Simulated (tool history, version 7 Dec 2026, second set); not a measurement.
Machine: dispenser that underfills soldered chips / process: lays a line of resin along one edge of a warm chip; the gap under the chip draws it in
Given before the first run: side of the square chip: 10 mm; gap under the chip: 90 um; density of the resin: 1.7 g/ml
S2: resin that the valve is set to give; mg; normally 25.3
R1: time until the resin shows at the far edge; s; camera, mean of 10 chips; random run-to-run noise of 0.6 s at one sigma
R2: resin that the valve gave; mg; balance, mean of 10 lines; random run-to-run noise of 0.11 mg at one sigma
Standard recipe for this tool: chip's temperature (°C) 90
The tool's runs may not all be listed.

Run 1, hour 0: usual settings. Result: R1 65.3 s, R2 24.79 mg.
At hour 0.8: new syringe of resin.
Run 2, hour 5.2: usual settings. Result: R1 61.1 s, R2 24.8 mg.
At hour 7.9: new syringe of resin.
Run 3, hour 11.9: usual settings but S2 26.3 mg. Result: R1 59.2 s, R2 25.84 mg.
At hour 15.1: new syringe of resin.
Run 4, hour 17.3: usual settings but S2 26.3 mg. Result: R1 55.9 s, R2 25.79 mg.
At hour 22.4: new syringe of resin.
Run 5, hour 24: usual settings but S2 26.3 mg. Result: R1 54 s, R2 25.78 mg.
At hour 30.3: new syringe of resin.
Run 6, hour 32.9: usual settings but S2 26.3 mg. Result: R1 56.2 s, R2 25.72 mg.
At hour 37.5: new syringe of resin.
Run 7, hour 39.2: usual settings but chip's temperature (°C) 99. Result: R1 39.8 s, R2 24.7 mg.
Run 8, hour 43.3: usual settings but chip's temperature (°C) 105. Result: R1 40.8 s, R2 24.47 mg.
At hour 45.1: new syringe of resin.
At hour 52.5: new syringe of resin.
Run 9, hour 52.9: usual settings but chip's temperature (°C) 105. Result: R1 32.1 s, R2 24.42 mg.
Run 10, hour 58.4: usual settings but chip's temperature (°C) 105. Result: R1 40.4 s, R2 24.38 mg.
At hour 60.1: new syringe of resin.
Run 11, hour 63.2: usual settings but chip's temperature (°C) 105. Result: R1 35.4 s, R2 24.24 mg.
At hour 67.4: new syringe of resin.
Run 12, hour 68.2: usual settings but chip's temperature (°C) 105. Result: R1 31.5 s, R2 24.09 mg.
At hour 74.7: new syringe of resin.
Run 13, hour 76.7: usual settings but chip's temperature (°C) 105. Result: R1 34 s, R2 24.07 mg.
Run 14, hour 81.5: usual settings but chip's temperature (°C) 85. Result: R1 80.6 s, R2 23.83 mg.
At hour 82.5: new syringe of resin.
At hour 89.7: dispensing valve cleaned and set on the balance.
At hour 90.7: new syringe of resin.
Run 15, hour 91.1: usual settings but chip's temperature (°C) 101. Result: R1 35.8 s, R2 25.3 mg.
At hour 98.6: new syringe of resin.
Run 16, hour 99.3: usual settings but chip's temperature (°C) 82. Result: R1 70.1 s, R2 25.33 mg.
Run 17, hour 104.4: usual settings but chip's temperature (°C) 82. Result: R1 86.7 s, R2 25.27 mg.
At hour 105.8: new syringe of resin.
At hour 113.1: new syringe of resin.
Run 18, hour 113.1: usual settings but chip's temperature (°C) 92. Result: R1 49 s, R2 25.12 mg.
At hour 120.2: new syringe of resin.
Run 19, hour 120.7: usual settings but chip's temperature (°C) 92. Result: R1 47.5 s, R2 24.97 mg.
Run 20, hour 126.3: usual settings but chip's temperature (°C) 82, S2 26.7 mg. Result: R1 85.3 s, R2 26.29 mg.
At hour 127.4: new syringe of resin.
Run 21, hour 133.4: usual settings but chip's temperature (°C) 101, S2 23.8 mg. Result: R1 44.8 s, R2 23.37 mg.
At hour 135: new syringe of resin.
At hour 142.2: new syringe of resin.
Run 22, hour 142.2: usual settings but chip's temperature (°C) 99, S2 26.7 mg. Result: R1 36.8 s, R2 26.05 mg.
Run 23, hour 148.7: usual settings but chip's temperature (°C) 99, S2 26.7 mg. Result: R1 48.4 s, R2 25.9 mg.
At hour 149.7: new syringe of resin.
At hour 157.4: new syringe of resin.
Run 24, hour 158: usual settings but chip's temperature (°C) 83, S2 27.6 mg. Result: R1 64 s, R2 26.57 mg.
At hour 165.1: new syringe of resin.
Run 25, hour 166.1: usual settings but chip's temperature (°C) 87, S2 22.6 mg. Result: R1 59.4 s, R2 21.81 mg.
Run 26, hour 170.4: usual settings but chip's temperature (°C) 87, S2 22.6 mg. Result: R1 70.5 s, R2 21.8 mg.
At hour 172.9: new syringe of resin.
Run 27, hour 178.6: usual settings but chip's temperature (°C) 80, S2 23.6 mg. Result: R1 90.7 s, R2 22.57 mg.
At hour 180.1: new syringe of resin.
Run 28, hour 184.7: usual settings but chip's temperature (°C) 104, S2 27.1 mg. Result: R1 37.6 s, R2 26.01 mg.
At hour 187.6: new syringe of resin.
Run 29, hour 191.4: usual settings but chip's temperature (°C) 96, S2 22.9 mg. Result: R1 48.5 s, R2 21.84 mg.
At hour 194.7: new syringe of resin.
Run 30, hour 197.4: usual settings but chip's temperature (°C) 81. Result: R1 76 s, R2 24.01 mg.
At hour 201.9: new syringe of resin.
Run 31, hour 203.9: usual settings but chip's temperature (°C) 94. Result: R1 47.4 s, R2 23.87 mg.
At hour 207.2: dispensing valve cleaned and set on the balance.
At hour 210.2: new syringe of resin.
Run 32, hour 210.9: usual settings but chip's temperature (°C) 82, S2 30.8 mg. Result: R1 65.1 s, R2 30.68 mg.
At hour 217.9: new syringe of resin.
Run 33, hour 220: usual settings but chip's temperature (°C) 99, S2 30.3 mg. Result: R1 39.3 s, R2 30.1 mg.
At hour 225.4: new syringe of resin.
Run 34, hour 227.8: usual settings but chip's temperature (°C) 89, S2 31.2 mg. Result: R1 57 s, R2 30.87 mg.
At hour 233.3: new syringe of resin.
Run 35, hour 233.5: usual settings but chip's temperature (°C) 76, S2 23.1 mg. Result: R1 85.4 s, R2 22.74 mg.

Alternative continuations, all from the tool just after run 35; predict every row:
At hour 240.5: new syringe of resin.
Run A, hour 241.3: usual settings but chip's temperature (°C) 82, S2 22.8 mg. Result: R1 ?, R2 ?.
At hour 240.5: new syringe of resin.
Run B, hour 241.3: usual settings but chip's temperature (°C) 84, S2 25.6 mg. Result: R1 ?, R2 ?.
At hour 240.5: new syringe of resin.
Run C, hour 241.3: usual settings but chip's temperature (°C) 85, S2 25.8 mg. Result: R1 ?, R2 ?.

run    R1     R2
  A  69.3  22.51
  B  62.5     25
  C    62  25.38
Take away the tool's hidden state, keep each run's random variation, and the runs would have read:
run    R1     R2
  A  69.3  22.88
  B  62.5  25.42
  C    62   25.8
